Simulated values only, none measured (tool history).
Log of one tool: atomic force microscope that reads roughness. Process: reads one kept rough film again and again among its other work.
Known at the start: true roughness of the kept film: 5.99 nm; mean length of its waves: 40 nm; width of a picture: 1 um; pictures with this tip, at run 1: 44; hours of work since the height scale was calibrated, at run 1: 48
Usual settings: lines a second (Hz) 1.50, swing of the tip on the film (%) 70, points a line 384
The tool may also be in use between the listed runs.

run   hour  lines a second (Hz)  swing of the tip on the film (%)  points a line  pictures with this tip  hours of work since the height scale was calibrated  roughness of the kept film (nm (root mean square))
  1    0.0                 1.50                                70            384                      44                                                   48                                               4.428
  2    8.5                 1.50                                70            384                      63                                                   54                                               4.288
  3   14.2                 1.50                                70            550                      75                                                   58                                               4.152
      21.3  -- new tip fitted
  4   22.7                 1.50                                70            384                       3                                                   64                                               4.941
  5   27.8                 1.50                                70            456                      14                                                   68                                               4.803
  6   35.1                 1.50                                70            456                      30                                                   73                                               4.578
  7   44.8                 1.50                                70            384                      51                                                   80                                               4.330
  8   53.9                 1.50                                70            384                      71                                                   86                                               4.152
  9   61.3                 1.50                                77            384                      87                                                   92                                               3.803
      62.9  -- new tip fitted
 10   68.0                 1.50                                70            384                      11                                                   96                                               4.836
 11   79.7                 1.50                                70            384                      37                                                  104                                               4.539
 12   86.8                 1.50                                70            384                      52                                                  109                                               4.357
 13   97.9                 1.14                                70            384                      76                                                  117                                               4.204
     104.6  -- new tip fitted
 14  108.3                 1.50                                70            384                       8                                                  124                                               4.938
 15  118.3                 1.50                                70            384                      29                                                  131                                               4.637
 16  125.9                 1.50                                70            384                      46                                                  137                                               4.438
 17  131.7                 1.50                                81            384                      59                                                  141                                               4.068
 18  143.4                 1.50                                81            384                      84                                                  149                                               3.837
     146.4  -- new tip fitted
 19  155.3                 2.03                                70            384                      19                                                  158                                               4.567
 20  167.3                 1.00                                70            384                      45                                                  166                                               4.460
 21  175.8                 3.16                                70            682                      64                                                  172                                               3.859
 22  187.0                 1.50                                66            300                      88                                                  180                                               3.992
     188.6  -- new tip fitted
 23  197.5                 0.96                                66            730                      20                                                  187                                               4.901
 24  206.6                 1.50                                75            714                      40                                                  194                                               4.399
 25  214.9                 3.00                                62            934                      58                                                  200                                               4.192
 26  221.8                 1.50                                70            482                      73                                                  205                                               4.119
     230.6  -- new tip fitted
 27  231.9                 1.17                                64            265                       3                                                  211                                               5.082
 28  241.9                 3.67                                66            693                      24                                                  219                                               4.366
 29  251.5                 3.12                                70            520                      45                                                  225                                               4.086
 30  260.1                 2.36                                70            384                      64                                                  232                                               4.032
 31  269.5                 2.36                                70            384                      84                                                  238                                               3.855
     272.9  -- new tip fitted
 32  281.2                 1.82                                71            384                      18                                                  246                                               4.637
 33  289.1                 0.96                                80            384                      35                                                  252                                               4.502
 34  294.6                 2.22                                70            589                      47                                                  256                                               4.257
 35  301.2                 1.94                                64            589                      61                                                  260                                               4.277

Hidden state at the last listed run before each entry between runs and at the first one after, where it differs:
Between runs 3 and 4: new tip fitted (hour 21.3)
  radius of the tip, nm: 23 -> 8; height scale over the true one, %: 0.02 -> 0.01
  measured less the result without the state, roughness of the kept film (nm (root mean square)): -0.886 -> -0.065
Between runs 9 and 10: new tip fitted (hour 62.9)
  radius of the tip, nm: 26.9 -> 9.4; height scale over the true one, %: -0.02 -> -0.03
  measured less the result without the state, roughness of the kept film (nm (root mean square)): -1.017 -> -0.159
Between runs 13 and 14: new tip fitted (hour 104.6)
  radius of the tip, nm: 22.9 -> 8.5; height scale over the true one, %: -0.06 -> -0.07
  measured less the result without the state, roughness of the kept film (nm (root mean square)): -0.897 -> -0.104
Between runs 18 and 19: new tip fitted (hour 146.4)
  radius of the tip, nm: 24 -> 12; height scale over the true one, %: -0.11 -> -0.12
  measured less the result without the state, roughness of the kept film (nm (root mean square)): -0.881 -> -0.308
Between runs 22 and 23: new tip fitted (hour 188.6)
  radius of the tip, nm: 26.7 -> 11.5; height scale over the true one, %: -0.15 -> -0.16
  measured less the result without the state, roughness of the kept film (nm (root mean square)): -1.060 -> -0.301
Between runs 26 and 27: new tip fitted (hour 230.6)
  radius of the tip, nm: 22.9 -> 7.7; height scale over the true one, %: -0.18 -> -0.19
  measured less the result without the state, roughness of the kept film (nm (root mean square)): -0.889 -> -0.060
Between runs 31 and 32: new tip fitted (hour 272.9)
  radius of the tip, nm: 25.2 -> 10.9; height scale over the true one, %: -0.23 -> -0.24
  measured less the result without the state, roughness of the kept film (nm (root mean square)): -0.950 -> -0.254
